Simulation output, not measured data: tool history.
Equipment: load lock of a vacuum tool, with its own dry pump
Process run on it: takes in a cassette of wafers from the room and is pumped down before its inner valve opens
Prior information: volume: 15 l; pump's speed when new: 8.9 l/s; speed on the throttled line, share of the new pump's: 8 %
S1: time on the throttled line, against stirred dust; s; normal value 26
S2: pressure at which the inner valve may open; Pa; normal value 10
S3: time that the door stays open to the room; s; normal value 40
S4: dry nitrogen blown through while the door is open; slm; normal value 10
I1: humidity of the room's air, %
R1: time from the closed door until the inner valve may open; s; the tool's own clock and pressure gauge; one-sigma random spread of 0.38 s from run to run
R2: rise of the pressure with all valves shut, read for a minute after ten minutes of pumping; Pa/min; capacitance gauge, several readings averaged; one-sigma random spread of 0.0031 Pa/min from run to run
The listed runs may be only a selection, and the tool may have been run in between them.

Run 1, hour 0: usual settings; I1 46.4. Result: R1 40.7 s, R2 0.086 Pa/min.
Run 2, hour 198.8: usual settings; I1 44.3. Result: R1 40.7 s, R2 0.092 Pa/min.
Run 3, hour 456.4: usual settings; I1 44.5. Result: R1 40.3 s, R2 0.098 Pa/min.
Run 4, hour 807.5: usual settings; I1 45.5. Result: R1 40.8 s, R2 0.103 Pa/min.
Run 5, hour 1026.3: usual settings; I1 38.8. Result: R1 40.7 s, R2 0.097 Pa/min.
Run 6, hour 1329.3: usual settings; I1 46.9. Result: R1 40.8 s, R2 0.118 Pa/min.
Run 7, hour 1658.3: usual settings but S1 41 s; I1 44.9. Result: R1 54.8 s, R2 0.119 Pa/min.
Run 8, hour 1997.4: usual settings but S1 41 s; I1 46.4. Result: R1 53.9 s, R2 0.123 Pa/min.
Run 9, hour 2181.4: usual settings but S4 13 slm; I1 43.2. Result: R1 40.8 s, R2 0.118 Pa/min.
Run 10, hour 2466.1: usual settings but S4 13 slm; I1 49.8. Result: R1 40.8 s, R2 0.128 Pa/min.
Run 11, hour 2635.2: usual settings but S4 13 slm; I1 44.6. Result: R1 40.5 s, R2 0.133 Pa/min.
Run 12, hour 2846.6: usual settings but S4 13 slm; I1 42.4. Result: R1 40.3 s, R2 0.135 Pa/min.
Run 13, hour 3053.5: usual settings; I1 41.7. Result: R1 41.8 s, R2 0.137 Pa/min.
Run 14, hour 3371.7: usual settings; I1 46.5. Result: R1 41.3 s, R2 0.152 Pa/min.
Run 15, hour 3621.9: usual settings; I1 45. Result: R1 40.8 s, R2 0.15 Pa/min.
Run 16, hour 3920.3: usual settings; I1 43.6. Result: R1 41 s, R2 0.157 Pa/min.
Run 17, hour 4097.3: usual settings; I1 41.6. Result: R1 40.9 s, R2 0.152 Pa/min.
Run 18, hour 4279.6: usual settings but S4 7 slm; I1 46.2. Result: R1 41.3 s, R2 0.168 Pa/min.
Run 19, hour 4456.8: usual settings but S4 7 slm; I1 47. Result: R1 41.3 s, R2 0.179 Pa/min.
Run 20, hour 4755.6: usual settings but S1 19 s, S2 13 Pa, S3 39 s, S4 13 slm; I1 41.7. Result: R1 34.2 s, R2 0.176 Pa/min.
Run 21, hour 5055.9: usual settings but S1 31 s, S2 13 Pa, S3 233 s, S4 4 slm; I1 45.9. Result: R1 46 s, R2 0.272 Pa/min.
Run 22, hour 5245.1: usual settings but S1 31 s, S2 13 Pa, S3 233 s, S4 4 slm; I1 50.2. Result: R1 45.8 s, R2 0.285 Pa/min.
Run 23, hour 5524.3: usual settings but S1 29 s, S3 121 s; I1 47. Result: R1 43.9 s, R2 0.232 Pa/min.
Run 24, hour 5727.9: usual settings but S1 46 s, S2 13 Pa, S3 78 s, S4 4 slm; I1 46.1. Result: R1 59.4 s, R2 0.237 Pa/min.
Run 25, hour 5915.4: usual settings but S2 18 Pa; I1 45. Result: R1 39.4 s, R2 0.202 Pa/min.
Run 26, hour 6099.8: usual settings but S2 18 Pa; I1 44.3. Result: R1 40.9 s, R2 0.21 Pa/min.
Run 27, hour 6351.3: usual settings but S1 39 s, S2 16 Pa; I1 49.6. Result: R1 53 s, R2 0.222 Pa/min.
Run 28, hour 6512.8: usual settings but S1 39 s, S2 18 Pa, S4 4 slm; I1 46.4. Result: R1 52 s, R2 0.229 Pa/min.
Run 29, hour 6828.6: usual settings but S1 39 s, S2 18 Pa, S4 4 slm; I1 47.3. Result: R1 51.6 s, R2 0.238 Pa/min.
Run 30, hour 7000.2: usual settings but S1 45 s, S2 15 Pa, S4 29 slm; I1 46.4. Result: R1 58.8 s, R2 0.209 Pa/min.
Run 31, hour 7235.3: usual settings but S1 16 s, S2 15 Pa, S4 14 slm; I1 45.9. Result: R1 31.8 s, R2 0.233 Pa/min.
Run 32, hour 7387.3: usual settings but S1 16 s, S2 15 Pa, S4 14 slm; I1 46.9. Result: R1 31.4 s, R2 0.239 Pa/min.
Run 33, hour 7684.2: usual settings but S1 20 s; I1 43.6. Result: R1 36.5 s, R2 0.25 Pa/min.
Run 34, hour 8020.9: usual settings but S1 20 s; I1 49.1. Result: R1 37.2 s, R2 0.268 Pa/min.
Run 35, hour 8267.4: usual settings but S1 48 s, S3 27 s; I1 43.2. Result: R1 62.3 s, R2 0.259 Pa/min.

For run 36, what comes out?
Run 36, hour 8553: usual settings but S2 14 Pa, S4 42 slm; I1 45.4. Result: R1 ?, R2 ?.

{"run 36": {"R1": 41.3, "R2": 0.247}}
Were there no unlogged condition in the tool, this run, its random variation unchanged, would have produced R1 39 s, R2 0.034 Pa/min.
